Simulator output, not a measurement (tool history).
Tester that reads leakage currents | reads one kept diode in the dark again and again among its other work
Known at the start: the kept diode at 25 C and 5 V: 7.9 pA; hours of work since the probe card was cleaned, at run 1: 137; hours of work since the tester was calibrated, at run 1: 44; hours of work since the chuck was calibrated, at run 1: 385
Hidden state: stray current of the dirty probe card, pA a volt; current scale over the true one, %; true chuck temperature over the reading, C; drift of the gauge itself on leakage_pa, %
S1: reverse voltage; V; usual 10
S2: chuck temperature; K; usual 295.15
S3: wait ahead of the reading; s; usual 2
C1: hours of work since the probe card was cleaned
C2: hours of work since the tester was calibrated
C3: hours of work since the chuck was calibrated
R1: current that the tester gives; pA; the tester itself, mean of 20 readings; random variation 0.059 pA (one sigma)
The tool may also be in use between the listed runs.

| run | hour | S1 | S2 | S3 | C1 | C2 | C3 | R1 |
|---|---|---|---|---|---|---|---|---|
| 1 | 0 | 10 | 295.15 | 2 | 137 | 44 | 385 | 10.79 |
| 2 | 23.3 | 11.5 | 295.15 | 2 | 153 | 60 | 402 | 11.8 |
| 3 | 68.5 | 11.5 | 295.15 | 2 | 185 | 92 | 434 | 12.11 |
| 4 | 96 | 11.5 | 295.15 | 2 | 205 | 112 | 453 | 12.21 |
| 5 | 129 | 10 | 313.15 | 2 | 228 | 135 | 477 | 35.65 |
| 6 | 171.1 | 10 | 313.15 | 2 | 258 | 165 | 507 | 35.36 |
| 7 | 197.8 | 10 | 295.15 | 2 | 277 | 184 | 526 | 11.8 |
| 8 | 236.9 | 10 | 295.15 | 2 | 305 | 212 | 553 | 11.96 |
| 9 | 264.5 | 10 | 295.15 | 2 | 324 | 232 | 573 | 12.14 |
| 10 | 298.6 | 14.3 | 297.15 | 8.34 | 349 | 256 | 597 | 15.42 |
| 11 | 334.6 | 1 | 297.15 | 0.56 | 374 | 281 | 623 | 4.21 |
| 12 | 371.3 | 1 | 297.15 | 0.56 | 400 | 307 | 649 | 4.27 |
| 13 | 414.6 | 1 | 297.15 | 0.56 | 431 | 338 | 679 | 4.31 |
| 14 | 459.6 | 1 | 297.15 | 0.56 | 463 | 370 | 711 | 4.26 |
| 15 | 508.1 | 2.7 | 331.15 | 0.56 | 497 | 404 | 746 | 64.16 |
| 16 | 534 | 3.9 | 295.15 | 2.72 | 516 | 423 | 764 | 7.21 |
| 17 | 585.7 | 10.7 | 295.15 | 3.04 | 552 | 459 | 801 | 14.03 |
| 18 | 627.4 | 3.5 | 305.15 | 6.16 | 582 | 489 | 830 | 12.53 |

3 ways to go on from here, each from the tool as it stands after run 18. What would each give?
| A | 650.4 | 2 | 295.15 | 2 | 598 | 505 | 847 | ? |
| B | 650.4 | 11.4 | 295.15 | 1.62 | 598 | 505 | 847 | ? |
| C | 650.4 | 12.4 | 306.15 | 6.16 | 598 | 505 | 847 | ? |

| run | R1 |
|---|---|
| A | 5.01 |
| B | 16.12 |
| C | 26.83 |
Without the tool's hidden state the same runs would have given:
| run | R1 |
|---|---|
| A | 4.46 |
| B | 11.41 |
| C | 22.86 |
